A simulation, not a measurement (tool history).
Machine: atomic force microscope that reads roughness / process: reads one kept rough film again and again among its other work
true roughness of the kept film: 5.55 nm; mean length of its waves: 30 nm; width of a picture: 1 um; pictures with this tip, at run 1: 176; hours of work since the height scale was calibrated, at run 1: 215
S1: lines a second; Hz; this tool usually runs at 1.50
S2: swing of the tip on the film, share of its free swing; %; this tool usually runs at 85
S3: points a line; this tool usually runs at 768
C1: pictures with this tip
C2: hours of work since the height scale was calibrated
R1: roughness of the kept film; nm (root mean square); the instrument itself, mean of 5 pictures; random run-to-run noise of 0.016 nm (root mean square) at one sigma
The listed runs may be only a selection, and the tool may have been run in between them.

Run 1, day 0.000: usual settings; C1 176; C2 215. Result: R1 3.869 nm (root mean square).
At day 0.167: new tip fitted.
Run 2, day 1.383: usual settings; C1 24; C2 229. Result: R1 3.895 nm (root mean square).
Run 3, day 3.608: usual settings but S2 72 %; C1 67; C2 252. Result: R1 4.124 nm (root mean square).
Run 4, day 5.242: usual settings but S2 72 %; C1 99; C2 269. Result: R1 4.121 nm (root mean square).
Run 5, day 6.904: usual settings but S1 0.59 Hz; C1 131; C2 287. Result: R1 4.203 nm (root mean square).
Run 6, day 8.800: usual settings; C1 168; C2 306. Result: R1 3.856 nm (root mean square).
At day 9.338: new tip fitted.
Run 7, day 10.150: usual settings; C1 16; C2 320. Result: R1 3.920 nm (root mean square).
Run 8, day 11.625: usual settings; C1 45; C2 335. Result: R1 3.884 nm (root mean square).
Run 9, day 12.704: usual settings; C1 66; C2 346. Result: R1 3.880 nm (root mean square).
Run 10, day 14.138: usual settings but S1 1.89 Hz, S2 62 %; C1 93; C2 361. Result: R1 4.241 nm (root mean square).
Run 11, day 15.908: usual settings but S1 1.89 Hz, S2 62 %; C1 128; C2 380. Result: R1 4.232 nm (root mean square).
Run 12, day 18.138: usual settings but S1 3.29 Hz, S2 59 %; C1 171; C2 403. Result: R1 4.147 nm (root mean square).
At day 18.458: new tip fitted.
Run 13, day 19.817: usual settings but S1 3.29 Hz, S2 80 %; C1 26; C2 420. Result: R1 3.580 nm (root mean square).
Run 14, day 21.842: usual settings but S1 1.06 Hz, S2 77 %, S3 430; C1 66; C2 441. Result: R1 4.152 nm (root mean square).
Run 15, day 23.588: usual settings but S2 68 %, S3 372; C1 100; C2 459. Result: R1 4.184 nm (root mean square).
Run 16, day 25.038: usual settings but S2 88 %, S3 445; C1 128; C2 474. Result: R1 3.816 nm (root mean square).
Run 17, day 26.538: usual settings but S1 0.59 Hz, S2 65 %, S3 849; C1 157; C2 490. Result: R1 4.370 nm (root mean square).
At day 27.583: new tip fitted.
Run 18, day 27.908: usual settings but S1 1.06 Hz, S2 69 %, S3 277; C1 6; C2 504. Result: R1 4.227 nm (root mean square).

Here are 5 independent what-if runs from the current tool condition. What would each one return?
Run A, day 29.833: usual settings but S1 1.41 Hz, S2 58 %, S3 277; C1 43; C2 524. Result: R1 ?.
Run B, day 29.833: usual settings but S1 1.06 Hz, S2 61 %, S3 290; C1 43; C2 524. Result: R1 ?.
Run C, day 29.833: usual settings but S1 1.65 Hz, S3 788; C1 43; C2 524. Result: R1 ?.
Run D, day 29.833: usual settings but S3 414; C1 43; C2 524. Result: R1 ?.
Run E, day 29.833: usual settings but S2 61 %, S3 419; C1 43; C2 524. Result: R1 ?.

run     R1
  A  4.306
  B  4.288
  C  3.846
  D  3.874
  E  4.290
Without the tool's unlogged condition, the same runs would have read:
run     R1
  A  4.309
  B  4.290
  C  3.849
  D  3.876
  E  4.292

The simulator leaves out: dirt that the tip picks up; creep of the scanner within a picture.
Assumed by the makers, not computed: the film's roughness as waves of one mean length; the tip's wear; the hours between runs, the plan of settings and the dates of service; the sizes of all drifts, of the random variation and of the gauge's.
